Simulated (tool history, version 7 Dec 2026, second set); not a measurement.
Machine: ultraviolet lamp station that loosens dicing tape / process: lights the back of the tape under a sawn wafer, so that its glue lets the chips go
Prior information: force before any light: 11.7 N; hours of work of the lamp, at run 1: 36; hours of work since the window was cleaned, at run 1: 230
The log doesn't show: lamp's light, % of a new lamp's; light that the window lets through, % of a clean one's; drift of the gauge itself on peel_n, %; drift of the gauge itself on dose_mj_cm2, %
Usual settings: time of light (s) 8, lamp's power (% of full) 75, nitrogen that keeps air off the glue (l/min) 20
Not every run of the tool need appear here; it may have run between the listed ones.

run   hour  time of light (s)  lamp's power (% of full)  nitrogen that keeps air off the glue (l/min)  hours of work of the lamp  hours of work since the window was cleaned  force that peels the tape off (N)  light that reached the tape (mJ/cm2)
  1      0                  8                        75                                            20                         36                                         230                              0.624                                   222
  2   13.7                  8                        79                                            20                         46                                         240                              0.559                                   237
  3   21.4                  8                        79                                            20                         52                                         245                              0.593                                   236
  4   33.3                  8                        79                                            20                         61                                         254                              0.614                                   232
  5   44.3                  8                        79                                            20                         69                                         262                              0.621                                   230
  6   57.3                  8                        79                                            20                         78                                         272                              0.625                                   230
  7   68.1                  8                        79                                            20                         86                                         280                              0.642                                   229
  8   81.2                  8                        79                                            20                         96                                         290                              0.651                                   227
  9   95.9                  8                        79                                            20                        107                                         300                              0.662                                   218
      97.9  -- window cleaned of glue's vapour
 10  111.2                  8                        79                                            20                        118                                          10                              0.717                                   217
 11  128.4                  8                        79                                            17                        130                                          23                              0.787                                   213
 12  140.3                  8                        79                                            17                        139                                          31                              0.778                                   211
 13  151.2                  8                        79                                            17                        147                                          39                              0.794                                   211
       165  -- window cleaned of glue's vapour, once more
 14  167.9                  5                        85                                            10                        159                                           2                              2.011                                   156
 15  180.9                  5                        61                                            10                        169                                          12                              3.316                                   109
 16  199.2                  5                        61                                            10                        182                                          25                              3.239                                   113
 17  210.4                 10                        61                                             9                        191                                          34                              1.157                                   219
 18  227.8                 10                        61                                             9                        203                                          46                              1.231                                   214
 19  236.9                 10                        61                                             9                        210                                          53                              1.185                                   211
 20  249.4                 10                        73                                            10                        219                                          62                              0.793                                   254
 21  260.9                  8                        75                                             7                        228                                          71                              1.502                                   204
 22    269                  8                        76                                             9                        234                                          77                              1.264                                   204
 23  281.8                  8                        89                                            34                        243                                          86                              0.449                                   242
 24  297.8                  4                        75                                            13                        255                                          98                              3.376                                    99

Forecast each of these 3 alternatives for the next run:
  A  307.9                  5                        75                                            13                        263                                         105                                  ?                                     ?
  B  307.9                  6                        90                                            16                        263                                         105                                  ?                                     ?
  C  307.9                 13                        97                                            38                        263                                         105                                  ?                                     ?

run  force that peels the tape off (N)  light that reached the tape (mJ/cm2)
  A                              2.443                                   119
  B                              1.168                                   178
  C                              0.251                                   418
Had the tool no hidden state, the same runs would have come out as:
run  force that peels the tape off (N)  light that reached the tape (mJ/cm2)
  A                               1.75                                   148
  B                              0.757                                   219
  C                              0.244                                   515

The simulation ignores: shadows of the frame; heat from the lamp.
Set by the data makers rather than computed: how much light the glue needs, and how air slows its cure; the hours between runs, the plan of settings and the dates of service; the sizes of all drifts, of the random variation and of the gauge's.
